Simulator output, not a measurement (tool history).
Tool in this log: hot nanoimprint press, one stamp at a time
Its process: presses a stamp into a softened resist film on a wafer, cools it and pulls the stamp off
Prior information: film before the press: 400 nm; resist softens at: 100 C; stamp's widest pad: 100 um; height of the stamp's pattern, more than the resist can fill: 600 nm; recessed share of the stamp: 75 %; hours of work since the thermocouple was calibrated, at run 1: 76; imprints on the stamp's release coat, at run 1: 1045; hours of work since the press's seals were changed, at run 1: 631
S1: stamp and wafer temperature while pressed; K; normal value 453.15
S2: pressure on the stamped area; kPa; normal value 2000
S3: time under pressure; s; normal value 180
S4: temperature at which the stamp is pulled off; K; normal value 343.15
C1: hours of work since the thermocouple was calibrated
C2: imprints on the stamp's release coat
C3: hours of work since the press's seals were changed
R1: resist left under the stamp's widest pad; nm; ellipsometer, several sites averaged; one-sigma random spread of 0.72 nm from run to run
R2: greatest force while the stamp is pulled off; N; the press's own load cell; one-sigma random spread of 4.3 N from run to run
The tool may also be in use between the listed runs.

| run | hour | S1 | S2 | S3 | S4 | C1 | C2 | C3 | R1 | R2 |
|---|---|---|---|---|---|---|---|---|---|---|
| 1 | 0.0 | 453.15 | 2000 | 180 | 343.15 | 76 | 1045 | 631 | 155.0 | 211 |
| 2 | 61.7 | 453.15 | 2000 | 306 | 343.15 | 119 | 1225 | 674 | 125.3 | 216 |
| 3 | 121.4 | 453.15 | 3170 | 180 | 343.15 | 161 | 1400 | 716 | 121.1 | 209 |
| 4 | 166.6 | 453.15 | 2000 | 180 | 343.15 | 192 | 1532 | 747 | 155.2 | 210 |
| 5 | 198.9 | 453.15 | 2000 | 180 | 343.15 | 214 | 1626 | 769 | 155.7 | 210 |
| 6 | 269.0 | 453.15 | 2000 | 114 | 343.15 | 263 | 1831 | 818 | 183.2 | 210 |
| 7 | 330.1 | 453.15 | 2000 | 180 | 343.15 | 306 | 2010 | 861 | 155.5 | 211 |
| 8 | 362.7 | 453.15 | 2000 | 180 | 343.15 | 328 | 2105 | 883 | 154.5 | 218 |
|  | 408.4 | stamp cleaned and given a new release coat |
| 9 | 416.8 | 453.15 | 2000 | 180 | 343.15 | 362 | 24 | 917 | 154.2 | 210 |
| 10 | 471.9 | 453.15 | 2000 | 180 | 343.15 | 400 | 185 | 955 | 155.8 | 213 |
| 11 | 512.4 | 453.15 | 2000 | 180 | 343.15 | 428 | 304 | 983 | 155.2 | 212 |
| 12 | 564.4 | 453.15 | 2000 | 180 | 329.15 | 464 | 456 | 1020 | 154.2 | 260 |
| 13 | 626.4 | 453.15 | 2000 | 180 | 329.15 | 508 | 637 | 1063 | 156.2 | 253 |
| 14 | 699.6 | 453.15 | 2000 | 180 | 333.15 | 558 | 851 | 1114 | 156.8 | 253 |
|  | 718.9 | plate thermocouple calibrated |
| 15 | 736.0 | 453.15 | 2000 | 180 | 333.15 | 12 | 949 | 1137 | 156.1 | 236 |
| 16 | 780.6 | 460.15 | 2000 | 101 | 346.15 | 43 | 1079 | 1168 | 159.0 | 199 |
|  | 814.8 | press's hydraulic seals changed and the load cell set to zero |
| 17 | 838.2 | 460.15 | 2000 | 101 | 336.15 | 77 | 1224 | 16 | 157.1 | 238 |
| 18 | 889.1 | 445.15 | 1530 | 360 | 345.15 | 113 | 1372 | 52 | 178.5 | 210 |
| 19 | 959.7 | 454.15 | 1240 | 271 | 342.15 | 162 | 1579 | 101 | 164.4 | 218 |
| 20 | 1002.8 | 453.15 | 2330 | 277 | 349.15 | 192 | 1705 | 131 | 122.5 | 186 |
| 21 | 1034.1 | 462.15 | 2320 | 180 | 343.15 | 214 | 1796 | 153 | 109.5 | 207 |
| 22 | 1071.5 | 462.15 | 2320 | 180 | 343.15 | 240 | 1905 | 179 | 108.5 | 217 |
| 23 | 1136.7 | 453.15 | 2180 | 180 | 343.15 | 285 | 2096 | 224 | 150.6 | 215 |
|  | 1180.5 | stamp cleaned and given a new release coat |
| 24 | 1207.3 | 453.15 | 2180 | 180 | 343.15 | 330 | 78 | 269 | 150.1 | 213 |
| 25 | 1272.0 | 453.15 | 2180 | 180 | 343.15 | 375 | 267 | 314 | 149.8 | 206 |
| 26 | 1339.4 | 453.15 | 2180 | 264 | 341.15 | 422 | 464 | 361 | 129.5 | 214 |
| 27 | 1382.9 | 452.15 | 2000 | 180 | 343.15 | 452 | 591 | 391 | 161.6 | 215 |
| 28 | 1427.0 | 464.15 | 1700 | 180 | 343.15 | 483 | 720 | 422 | 123.0 | 212 |
| 29 | 1458.5 | 453.15 | 2000 | 222 | 350.15 | 505 | 812 | 444 | 144.8 | 190 |

Forecast each of these 3 alternatives for the next run:
| A | 1498.9 | 465.15 | 1200 | 222 | 346.15 | 533 | 930 | 472 | ? | ? |
| B | 1498.9 | 453.15 | 1440 | 222 | 350.15 | 533 | 930 | 472 | ? | ? |
| C | 1498.9 | 453.15 | 2000 | 100 | 350.15 | 533 | 930 | 472 | ? | ? |

| run | R1 | R2 |
|---|---|---|
| A | 133.8 | 205 |
| B | 172.5 | 191 |
| C | 195.8 | 195 |
Had the tool no hidden state, the same runs would have come out as:
| run | R1 | R2 |
|---|---|---|
| A | 131.3 | 204 |
| B | 169.3 | 191 |
| C | 192.1 | 194 |
